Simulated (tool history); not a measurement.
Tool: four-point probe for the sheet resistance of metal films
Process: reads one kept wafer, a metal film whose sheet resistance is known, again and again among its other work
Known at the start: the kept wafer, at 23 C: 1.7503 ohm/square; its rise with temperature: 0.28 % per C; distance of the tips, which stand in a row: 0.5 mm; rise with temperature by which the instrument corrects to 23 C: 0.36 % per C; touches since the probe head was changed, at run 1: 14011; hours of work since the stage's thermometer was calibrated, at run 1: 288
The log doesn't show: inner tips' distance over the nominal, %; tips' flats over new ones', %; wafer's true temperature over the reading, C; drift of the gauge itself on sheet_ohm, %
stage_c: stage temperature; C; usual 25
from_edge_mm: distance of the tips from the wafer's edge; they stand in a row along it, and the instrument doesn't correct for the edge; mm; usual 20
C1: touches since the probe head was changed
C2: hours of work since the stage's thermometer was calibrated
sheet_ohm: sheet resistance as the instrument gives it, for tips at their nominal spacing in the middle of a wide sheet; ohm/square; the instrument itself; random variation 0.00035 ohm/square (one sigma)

run 1 hour=0 | stage_c=25 from_edge_mm=20 | C1=14011 C2=288 | sheet_ohm=1.736241
run 2 hour=11.6 | stage_c=20 from_edge_mm=20 | C1=14268 C2=293 | sheet_ohm=1.74362
run 3 hour=24.9 | stage_c=25 from_edge_mm=57 | C1=14562 C2=300 | sheet_ohm=1.735211
run 4 hour=34.2 | stage_c=25 from_edge_mm=20 | C1=14768 C2=305 | sheet_ohm=1.736924
run 5 hour=44.9 | stage_c=25 from_edge_mm=20 | C1=15005 C2=310 | sheet_ohm=1.736635
run 6 hour=58.1 | stage_c=25 from_edge_mm=20 | C1=15298 C2=317 | sheet_ohm=1.73646
run 7 hour=68.3 | stage_c=25 from_edge_mm=20 | C1=15523 C2=322 | sheet_ohm=1.735821
run 8 hour=80 | stage_c=25 from_edge_mm=8 | C1=15782 C2=327 | sheet_ohm=1.739569
run 9 hour=90.5 | stage_c=25 from_edge_mm=20 | C1=16016 C2=333 | sheet_ohm=1.736078
run 10 hour=97.3 | stage_c=25 from_edge_mm=20 | C1=16167 C2=336 | sheet_ohm=1.736129
run 11 hour=104.9 | stage_c=25 from_edge_mm=6 | C1=16335 C2=340 | sheet_ohm=1.741801
run 12 hour=117.9 | stage_c=25 from_edge_mm=6 | C1=16621 C2=346 | sheet_ohm=1.741589
run 13 hour=133.8 | stage_c=29 from_edge_mm=6 | C1=16974 C2=354 | sheet_ohm=1.736618
run 14 hour=146.7 | stage_c=34 from_edge_mm=26 | C1=17260 C2=361 | sheet_ohm=1.724267
run 15 hour=154.9 | stage_c=28 from_edge_mm=63 | C1=17442 C2=365 | sheet_ohm=1.731277
run 16 hour=167.3 | stage_c=23 from_edge_mm=10 | C1=17716 C2=371 | sheet_ohm=1.740294
run 17 hour=181.3 | stage_c=25 from_edge_mm=6 | C1=18025 C2=378 | sheet_ohm=1.742046
run 18 hour=193 | stage_c=31 from_edge_mm=4 | C1=18285 C2=384 | sheet_ohm=1.74229
-- hour=194.4 stage's thermometer calibrated
run 19 hour=209.9 | stage_c=32 from_edge_mm=16 | C1=18647 C2=8 | sheet_ohm=1.726965
run 20 hour=224.9 | stage_c=32 from_edge_mm=16 | C1=18980 C2=15 | sheet_ohm=1.726796

Forecast run 21:
run 21 hour=235.5 | stage_c=22 from_edge_mm=31 | C1=19216 C2=21 | sheet_ohm=?

sheet_ohm: 1.739024 ohm/square
Without the tool's hidden state the same run would have given sheet_ohm 1.75157 ohm/square.
